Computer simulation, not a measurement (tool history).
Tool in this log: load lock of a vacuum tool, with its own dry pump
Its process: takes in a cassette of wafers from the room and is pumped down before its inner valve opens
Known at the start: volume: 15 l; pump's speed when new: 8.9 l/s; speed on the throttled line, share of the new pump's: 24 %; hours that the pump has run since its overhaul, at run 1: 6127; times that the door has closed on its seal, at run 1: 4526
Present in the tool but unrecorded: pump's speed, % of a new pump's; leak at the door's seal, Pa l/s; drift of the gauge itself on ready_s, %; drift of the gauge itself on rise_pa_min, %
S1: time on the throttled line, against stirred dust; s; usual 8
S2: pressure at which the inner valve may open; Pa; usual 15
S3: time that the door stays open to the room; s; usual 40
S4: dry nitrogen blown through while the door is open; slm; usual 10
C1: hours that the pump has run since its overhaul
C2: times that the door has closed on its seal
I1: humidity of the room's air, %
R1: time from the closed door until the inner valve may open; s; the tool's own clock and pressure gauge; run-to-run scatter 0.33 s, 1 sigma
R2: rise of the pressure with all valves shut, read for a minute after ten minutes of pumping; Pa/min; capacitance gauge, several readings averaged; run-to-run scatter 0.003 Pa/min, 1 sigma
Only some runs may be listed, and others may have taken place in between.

| run | hour | S1 | S2 | S3 | S4 | C1 | C2 | I1 | R1 | R2 |
|---|---|---|---|---|---|---|---|---|---|---|
| 1 | 0.0 | 8 | 15 | 40 | 10 | 6127 | 4526 | 47.1 | 21.3 | 0.044 |
| 2 | 94.3 | 8 | 15 | 40 | 10 | 6222 | 4624 | 43.1 | 20.9 | 0.043 |
| 3 | 200.2 | 8 | 17 | 40 | 10 | 6328 | 4735 | 44.2 | 20.7 | 0.047 |
| 4 | 277.2 | 8 | 17 | 40 | 10 | 6404 | 4815 | 47.2 | 20.7 | 0.045 |
| 5 | 347.3 | 8 | 17 | 40 | 10 | 6475 | 4888 | 47.6 | 21.0 | 0.049 |
| 6 | 424.9 | 8 | 30 | 40 | 10 | 6552 | 4969 | 46.5 | 20.1 | 0.051 |
| 7 | 557.2 | 8 | 30 | 40 | 10 | 6685 | 5107 | 45.2 | 19.5 | 0.053 |
| 8 | 631.7 | 8 | 30 | 40 | 10 | 6759 | 5185 | 43.6 | 19.7 | 0.052 |
| 9 | 740.3 | 8 | 30 | 40 | 10 | 6868 | 5298 | 43.9 | 19.8 | 0.048 |
| 10 | 814.6 | 8 | 30 | 40 | 10 | 6942 | 5375 | 44.1 | 19.7 | 0.049 |
| 11 | 907.0 | 8 | 30 | 40 | 10 | 7034 | 5472 | 47.0 | 20.0 | 0.050 |
| 12 | 992.3 | 8 | 15 | 40 | 10 | 7120 | 5561 | 44.6 | 21.0 | 0.050 |
| 13 | 1115.0 | 8 | 15 | 40 | 10 | 7242 | 5689 | 48.6 | 20.9 | 0.049 |
| 14 | 1190.2 | 8 | 15 | 40 | 10 | 7318 | 5767 | 47.1 | 21.1 | 0.049 |
| 15 | 1291.1 | 8 | 15 | 40 | 30 | 7418 | 5872 | 45.8 | 20.7 | 0.034 |
| 16 | 1369.3 | 8 | 15 | 40 | 10 | 7497 | 5954 | 46.8 | 21.1 | 0.056 |
| 17 | 1439.3 | 8 | 15 | 68 | 10 | 7567 | 6027 | 45.7 | 20.8 | 0.059 |
| 18 | 1521.0 | 8 | 15 | 68 | 10 | 7648 | 6112 | 45.7 | 21.1 | 0.053 |
| 19 | 1653.9 | 8 | 15 | 73 | 10 | 7781 | 6251 | 43.4 | 21.0 | 0.061 |
| 20 | 1769.9 | 6 | 15 | 31 | 16 | 7897 | 6372 | 42.3 | 18.8 | 0.044 |
| 21 | 1888.6 | 4 | 19 | 121 | 16 | 8016 | 6495 | 49.3 | 18.4 | 0.080 |
| 22 | 2008.8 | 16 | 21 | 68 | 10 | 8136 | 6621 | 44.5 | 26.6 | 0.068 |
| 23 | 2114.6 | 16 | 21 | 68 | 10 | 8242 | 6731 | 43.8 | 26.6 | 0.054 |
| 24 | 2207.1 | 16 | 21 | 68 | 10 | 8334 | 6827 | 42.5 | 26.2 | 0.056 |
| 25 | 2283.9 | 16 | 21 | 68 | 10 | 8411 | 6908 | 42.9 | 27.0 | 0.065 |
| 26 | 2408.5 | 10 | 15 | 174 | 10 | 8536 | 7038 | 46.1 | 22.9 | 0.101 |
| 27 | 2473.1 | 4 | 13 | 184 | 10 | 8600 | 7105 | 45.9 | 18.2 | 0.106 |
| 28 | 2532.8 | 6 | 14 | 87 | 10 | 8660 | 7167 | 46.6 | 19.9 | 0.071 |
| 29 | 2611.5 | 9 | 14 | 111 | 12 | 8739 | 7249 | 44.8 | 22.0 | 0.074 |
| 30 | 2672.1 | 9 | 14 | 111 | 12 | 8799 | 7312 | 45.7 | 22.0 | 0.079 |
| 31 | 2784.2 | 5 | 15 | 161 | 10 | 8912 | 7429 | 40.5 | 18.6 | 0.090 |
| 32 | 2908.9 | 10 | 26 | 109 | 6 | 9036 | 7559 | 47.2 | 21.6 | 0.084 |
| 33 | 3032.4 | 10 | 26 | 109 | 6 | 9160 | 7688 | 43.9 | 21.9 | 0.084 |
| 34 | 3152.3 | 6 | 26 | 38 | 6 | 9280 | 7813 | 46.8 | 19.0 | 0.057 |
| 35 | 3265.5 | 6 | 26 | 38 | 6 | 9393 | 7931 | 43.8 | 18.3 | 0.050 |
| 36 | 3345.1 | 6 | 26 | 38 | 6 | 9472 | 8014 | 43.7 | 18.9 | 0.050 |
| 37 | 3430.6 | 6 | 26 | 38 | 6 | 9558 | 8103 | 44.6 | 18.6 | 0.054 |

What if the next run were any one of these 4? Each begins from the tool's condition after run 37:
| A | 3494.4 | 6 | 13 | 108 | 6 | 9622 | 8170 | 46.9 | ? | ? |
| B | 3494.4 | 12 | 26 | 102 | 4 | 9622 | 8170 | 43.4 | ? | ? |
| C | 3494.4 | 10 | 14 | 40 | 10 | 9622 | 8170 | 47.2 | ? | ? |
| D | 3494.4 | 5 | 12 | 38 | 14 | 9622 | 8170 | 47.4 | ? | ? |

| run | R1 | R2 |
|---|---|---|
| A | 19.6 | 0.086 |
| B | 23.4 | 0.082 |
| C | 22.5 | 0.050 |
| D | 20.0 | 0.045 |
Without the tool's hidden state the same runs would have given:
| run | R1 | R2 |
|---|---|---|
| A | 19.6 | 0.086 |
| B | 23.4 | 0.082 |
| C | 22.4 | 0.050 |
| D | 20.0 | 0.045 |

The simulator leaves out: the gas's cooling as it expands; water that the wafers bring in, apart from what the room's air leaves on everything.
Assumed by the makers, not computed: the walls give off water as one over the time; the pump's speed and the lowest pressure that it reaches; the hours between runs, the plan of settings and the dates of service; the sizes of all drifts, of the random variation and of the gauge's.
